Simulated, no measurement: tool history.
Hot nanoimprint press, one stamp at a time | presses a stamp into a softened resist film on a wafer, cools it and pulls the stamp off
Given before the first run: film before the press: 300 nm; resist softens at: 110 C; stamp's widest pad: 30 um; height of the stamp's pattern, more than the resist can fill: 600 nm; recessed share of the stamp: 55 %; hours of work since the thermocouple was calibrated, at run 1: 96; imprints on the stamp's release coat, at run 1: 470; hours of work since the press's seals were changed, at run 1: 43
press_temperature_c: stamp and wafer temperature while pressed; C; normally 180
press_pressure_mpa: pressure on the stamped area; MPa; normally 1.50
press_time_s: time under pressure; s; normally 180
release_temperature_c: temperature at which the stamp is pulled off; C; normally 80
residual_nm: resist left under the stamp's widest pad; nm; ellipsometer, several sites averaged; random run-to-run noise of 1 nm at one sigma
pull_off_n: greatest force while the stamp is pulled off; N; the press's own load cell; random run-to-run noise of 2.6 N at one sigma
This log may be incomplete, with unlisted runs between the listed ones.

| run | day | press_temperature_c | press_pressure_mpa | press_time_s | release_temperature_c | hours of work since the thermocouple was calibrated | imprints on the stamp's release coat | hours of work since the press's seals were changed | residual_nm | pull_off_n |
|---|---|---|---|---|---|---|---|---|---|---|
| 1 | 0.000 | 180 | 1.50 | 180 | 80 | 96 | 470 | 43 | 154.5 | 119 |
| 2 | 0.733 | 180 | 1.50 | 180 | 80 | 109 | 547 | 55 | 153.3 | 116 |
| 3 | 1.300 | 180 | 1.50 | 209 | 80 | 119 | 607 | 65 | 146.3 | 120 |
| 4 | 1.779 | 180 | 1.50 | 180 | 70 | 127 | 657 | 73 | 154.3 | 139 |
| 5 | 2.117 | 180 | 1.50 | 180 | 70 | 133 | 692 | 79 | 155.3 | 130 |
| 6 | 2.617 | 180 | 1.50 | 180 | 70 | 141 | 745 | 88 | 158.0 | 133 |
| 7 | 3.188 | 180 | 1.50 | 132 | 70 | 151 | 804 | 98 | 173.6 | 133 |
| 8 | 3.596 | 180 | 1.50 | 180 | 80 | 158 | 847 | 105 | 154.3 | 122 |
| 9 | 3.975 | 180 | 1.50 | 180 | 80 | 165 | 887 | 111 | 154.1 | 121 |
| 10 | 4.500 | 180 | 1.50 | 180 | 80 | 174 | 942 | 120 | 154.1 | 118 |
| 11 | 4.829 | 180 | 1.50 | 180 | 80 | 180 | 977 | 126 | 155.9 | 119 |
| 12 | 5.288 | 173 | 1.50 | 180 | 80 | 187 | 1024 | 134 | 208.3 | 123 |
| 13 | 5.917 | 173 | 1.50 | 180 | 80 | 198 | 1091 | 145 | 211.5 | 118 |
| 14 | 6.233 | 180 | 1.50 | 180 | 88 | 204 | 1124 | 150 | 156.0 | 113 |
| 15 | 6.962 | 180 | 1.50 | 164 | 80 | 216 | 1200 | 162 | 161.8 | 118 |
| 16 | 7.342 | 182 | 2.22 | 180 | 80 | 223 | 1240 | 169 | 117.8 | 116 |
| 17 | 7.783 | 182 | 2.22 | 180 | 80 | 230 | 1286 | 177 | 117.9 | 121 |
| 18 | 8.433 | 180 | 1.12 | 311 | 80 | 242 | 1354 | 188 | 144.5 | 119 |
| 19 | 9.154 | 171 | 1.05 | 180 | 80 | 254 | 1430 | 200 | 242.5 | 118 |
| 20 | 9.704 | 180 | 1.50 | 208 | 78 | 263 | 1488 | 210 | 146.4 | 126 |
| 21 | 10.379 | 176 | 1.50 | 180 | 84 | 275 | 1558 | 221 | 186.2 | 112 |
| 22 | 10.754 | 176 | 1.50 | 180 | 84 | 281 | 1598 | 228 | 187.3 | 114 |
| 23 | 11.254 | 180 | 1.50 | 180 | 79 | 290 | 1650 | 236 | 154.5 | 124 |
| 24 | 11.988 | 180 | 1.50 | 180 | 79 | 303 | 1727 | 249 | 153.4 | 124 |
| 25 | 12.321 | 190 | 2.14 | 180 | 79 | 308 | 1762 | 255 | 77.4 | 118 |
| 26 | 13.058 | 180 | 0.96 | 180 | 80 | 321 | 1839 | 267 | 182.3 | 119 |
| 27 | 13.608 | 170 | 1.94 | 180 | 79 | 331 | 1897 | 277 | 218.9 | 121 |
| 28 | 13.971 | 180 | 1.50 | 180 | 69 | 337 | 1935 | 283 | 152.7 | 140 |
| 29 | 14.279 | 180 | 1.50 | 180 | 69 | 342 | 1967 | 288 | 155.7 | 138 |
| 30 | 14.879 | 180 | 1.50 | 180 | 69 | 352 | 2030 | 299 | 155.4 | 140 |

Predict each of these 3 candidate next runs independently; none follows another, all start after run 30:
| A | 15.596 | 180 | 1.13 | 310 | 70 | 365 | 2105 | 311 | ? | ? |
| B | 15.596 | 183 | 2.19 | 180 | 80 | 365 | 2105 | 311 | ? | ? |
| C | 15.596 | 180 | 1.50 | 149 | 69 | 365 | 2105 | 311 | ? | ? |

| run | residual_nm | pull_off_n |
|---|---|---|
| A | 142.9 | 131 |
| B | 112.5 | 117 |
| C | 165.9 | 138 |
With no hidden state in the tool, these same runs would have given:
| run | residual_nm | pull_off_n |
|---|---|---|
| A | 143.1 | 129 |
| B | 112.7 | 115 |
| C | 166.1 | 135 |

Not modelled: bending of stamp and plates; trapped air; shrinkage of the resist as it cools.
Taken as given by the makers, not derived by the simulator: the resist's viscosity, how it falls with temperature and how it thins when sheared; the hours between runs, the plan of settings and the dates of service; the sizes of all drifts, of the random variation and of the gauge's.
